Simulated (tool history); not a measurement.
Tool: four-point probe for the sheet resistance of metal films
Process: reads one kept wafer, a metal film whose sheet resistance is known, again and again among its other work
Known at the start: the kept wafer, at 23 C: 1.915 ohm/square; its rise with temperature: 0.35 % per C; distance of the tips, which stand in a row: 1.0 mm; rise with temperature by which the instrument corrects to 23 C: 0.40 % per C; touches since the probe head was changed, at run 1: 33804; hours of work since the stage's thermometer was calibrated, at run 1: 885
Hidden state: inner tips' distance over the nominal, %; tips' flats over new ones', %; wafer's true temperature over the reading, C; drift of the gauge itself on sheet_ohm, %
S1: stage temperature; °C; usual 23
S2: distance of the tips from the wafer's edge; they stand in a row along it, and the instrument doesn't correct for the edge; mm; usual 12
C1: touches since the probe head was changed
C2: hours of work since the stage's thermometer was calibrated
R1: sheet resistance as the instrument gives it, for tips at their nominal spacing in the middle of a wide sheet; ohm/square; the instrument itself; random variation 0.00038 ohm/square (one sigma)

Run 1, day 0.000: usual settings; C1 33804; C2 885. Result: R1 1.917770 ohm/square.
Run 2, day 2.329: usual settings; C1 36975; C2 923. Result: R1 1.916487 ohm/square.
Run 3, day 6.538: usual settings; C1 42704; C2 992. Result: R1 1.915833 ohm/square.
Run 4, day 9.642: usual settings; C1 46934; C2 1042. Result: R1 1.915603 ohm/square.
Run 5, day 12.017: usual settings; C1 50167; C2 1081. Result: R1 1.914398 ohm/square.
Run 6, day 16.112: usual settings; C1 55742; C2 1148. Result: R1 1.914826 ohm/square.
Run 7, day 20.388: usual settings; C1 61560; C2 1217. Result: R1 1.913266 ohm/square.
Run 8, day 23.142: usual settings but S2 26 mm; C1 65309; C2 1262. Result: R1 1.907728 ohm/square.
Run 9, day 25.362: usual settings but S1 29 °C, S2 62 mm; C1 68337; C2 1298. Result: R1 1.899874 ohm/square.
Run 10, day 30.433: usual settings but S1 29 °C, S2 62 mm; C1 75241; C2 1381. Result: R1 1.899186 ohm/square.
Run 11, day 33.346: usual settings but S1 29 °C, S2 62 mm; C1 79203; C2 1428. Result: R1 1.898184 ohm/square.
Run 12, day 37.996: usual settings but S1 20 °C, S2 5 mm; C1 85535; C2 1504. Result: R1 1.948115 ohm/square.

Forecast each of these 5 alternatives for the next run:
Run A, day 41.938: usual settings but S1 19 °C, S2 33 mm; C1 90899; C2 1568. Result: R1 ?.
Run B, day 41.938: usual settings but S1 19 °C, S2 7 mm; C1 90899; C2 1568. Result: R1 ?.
Run C, day 41.938: usual settings but S1 26 °C, S2 18 mm; C1 90899; C2 1568. Result: R1 ?.
Run D, day 41.938: usual settings but S1 33 °C, S2 30 mm; C1 90899; C2 1568. Result: R1 ?.
Run E, day 41.938: usual settings but S1 25 °C, S2 56 mm; C1 90899; C2 1568. Result: R1 ?.

run        R1
  A  1.908139
  B  1.928365
  C  1.903709
  D  1.894718
  E  1.901309
Without the tool's hidden state the same runs would have given:
run        R1
  A  1.919641
  B  1.939981
  C  1.915129
  D  1.906034
  E  1.912723

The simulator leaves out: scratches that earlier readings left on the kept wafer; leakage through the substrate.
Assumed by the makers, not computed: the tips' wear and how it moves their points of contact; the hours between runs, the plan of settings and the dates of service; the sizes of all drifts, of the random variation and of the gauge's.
